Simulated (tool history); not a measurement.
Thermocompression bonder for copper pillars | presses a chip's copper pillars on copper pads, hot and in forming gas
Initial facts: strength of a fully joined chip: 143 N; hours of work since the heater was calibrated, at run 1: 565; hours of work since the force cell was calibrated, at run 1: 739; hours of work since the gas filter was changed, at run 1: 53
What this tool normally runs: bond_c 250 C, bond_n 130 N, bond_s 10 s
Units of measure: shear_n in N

run   hour  bond_c  bond_n  bond_s  hours of work since the heater was calibrated  hours of work since the force cell was calibrated  hours of work since the gas filter was changed  shear_n
  1      0     250     130      10                                            565                                                739                                              53     84.2
  2     25     250     130      10                                            581                                                756                                              70     82.8
  3   45.5     250     130      10                                            595                                                769                                              83     82.8
  4   57.4     250     130      10                                            603                                                777                                              91     80.9
  5   78.7     250      89      10                                            617                                                791                                             105     56.5
  6   92.2     250      89      10                                            626                                                800                                             114     56.8
     110.3  -- forming gas filter changed
  7  111.8     250     130      10                                            638                                                812                                               1     86.2
  8  136.5     250     130      10                                            654                                                829                                              17     85.3
  9  158.8     250     130      10                                            669                                                843                                              32       85
 10  182.3     250     130      10                                            684                                                859                                              47     84.7
 11  205.7     250     130      10                                            700                                                874                                              63     82.8
 12  224.7     237     131       5                                            712                                                887                                              75     55.9
 13  236.8     274     102      25                                            720                                                895                                              83    106.1
 14  257.6     274     102      25                                            734                                                908                                              97    104.3
 15  279.7     274     102      25                                            749                                                923                                             111      103
     301.6  -- forming gas filter changed
 16    304     272     130      10                                            764                                                938                                               2    102.3
 17  320.7     272     130      10                                            775                                                950                                              13    102.9

Some steps in shear_n, run to run, broken into two amounts with sign: the step expected even without the hidden condition (settings, incoming material, random variation), and the rest, left for the hidden condition together with whatever gauge scatter is not in both the measured and the hidden-condition-free result:
The hidden state here: true temperature of the bond over the reading, C; force that reaches the chip, % of what is set; oxide that the forming gas leaves, % of the face; drift of the gauge itself on shear_n, %.
Run 12 -> 13: bond_c 237 -> 274, bond_n 131 -> 102, bond_s 5 -> 25. shear_n +50.2 N: hidden state -2.8, all else +53.
Run 15 -> 16: bond_c 274 -> 272, bond_n 102 -> 130, bond_s 25 -> 10, forming gas filter changed. shear_n -0.7 N: hidden state +6.7, all else -7.4.
